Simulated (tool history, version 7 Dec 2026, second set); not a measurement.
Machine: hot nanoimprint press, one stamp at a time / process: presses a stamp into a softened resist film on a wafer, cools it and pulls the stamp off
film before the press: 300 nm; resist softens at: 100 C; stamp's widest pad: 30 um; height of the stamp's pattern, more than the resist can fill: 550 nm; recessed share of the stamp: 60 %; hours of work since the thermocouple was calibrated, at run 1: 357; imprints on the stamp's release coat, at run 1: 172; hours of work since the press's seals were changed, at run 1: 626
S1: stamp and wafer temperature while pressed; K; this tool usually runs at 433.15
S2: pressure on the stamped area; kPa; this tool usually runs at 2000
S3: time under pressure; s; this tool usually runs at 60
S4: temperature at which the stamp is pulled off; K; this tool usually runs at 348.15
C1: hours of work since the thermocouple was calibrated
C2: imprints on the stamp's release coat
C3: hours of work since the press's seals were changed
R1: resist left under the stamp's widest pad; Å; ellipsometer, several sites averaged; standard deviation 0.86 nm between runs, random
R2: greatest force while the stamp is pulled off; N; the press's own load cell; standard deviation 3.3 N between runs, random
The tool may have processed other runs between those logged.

run 1 day=0 | S1=433.15 S2=2000 S3=60 S4=348.15 | C1=357 C2=172 C3=626 | R1=1446 R2=168
run 2 day=0.55 | S1=433.15 S2=2000 S3=60 S4=348.15 | C1=365 C2=236 C3=634 | R1=1449 R2=161
run 3 day=1.146 | S1=433.15 S2=2000 S3=60 S4=348.15 | C1=375 C2=306 C3=644 | R1=1454 R2=165
run 4 day=2.071 | S1=433.15 S2=2000 S3=60 S4=348.15 | C1=389 C2=414 C3=658 | R1=1449 R2=163
run 5 day=2.954 | S1=433.15 S2=1500 S3=60 S4=348.15 | C1=403 C2=517 C3=672 | R1=1653 R2=170
run 6 day=3.896 | S1=433.15 S2=1500 S3=60 S4=348.15 | C1=418 C2=627 C3=687 | R1=1668 R2=170
-- day=4.083 plate thermocouple calibrated
run 7 day=4.629 | S1=438.15 S2=2000 S3=76 S4=348.15 | C1=9 C2=698 C3=696 | R1=1023 R2=170
run 8 day=5.467 | S1=428.15 S2=1350 S3=95 S4=345.15 | C1=22 C2=796 C3=709 | R1=1840 R2=181
run 9 day=6.129 | S1=428.15 S2=1350 S3=95 S4=345.15 | C1=32 C2=873 C3=720 | R1=1830 R2=184
-- day=7.221 press's hydraulic seals changed and the load cell set to zero
run 10 day=7.521 | S1=428.15 S2=1350 S3=95 S4=345.15 | C1=49 C2=997 C3=5 | R1=1794 R2=183
run 11 day=8.733 | S1=433.15 S2=2080 S3=60 S4=348.15 | C1=68 C2=1138 C3=24 | R1=1356 R2=177
run 12 day=9.658 | S1=428.15 S2=1430 S3=31 S4=336.15 | C1=82 C2=1246 C3=38 | R1=2325 R2=205

What if the next run were any one of these 3? Each begins from the tool's condition after run 12:
run A day=10.454 | S1=433.15 S2=2000 S3=105 S4=348.15 | C1=95 C2=1339 C3=51 | R1=? R2=?
run B day=10.454 | S1=437.15 S2=1430 S3=58 S4=335.15 | C1=95 C2=1339 C3=51 | R1=? R2=?
run C day=10.454 | S1=428.15 S2=1430 S3=41 S4=336.15 | C1=95 C2=1339 C3=51 | R1=? R2=?

run=A R1=1137 R2=186
run=B R1=1384 R2=212
run=C R1=2182 R2=210
Had the tool no hidden state, the same runs would have come out as:
run=A R1=1264 R2=160
run=B R1=1522 R2=183
run=C R1=2335 R2=181

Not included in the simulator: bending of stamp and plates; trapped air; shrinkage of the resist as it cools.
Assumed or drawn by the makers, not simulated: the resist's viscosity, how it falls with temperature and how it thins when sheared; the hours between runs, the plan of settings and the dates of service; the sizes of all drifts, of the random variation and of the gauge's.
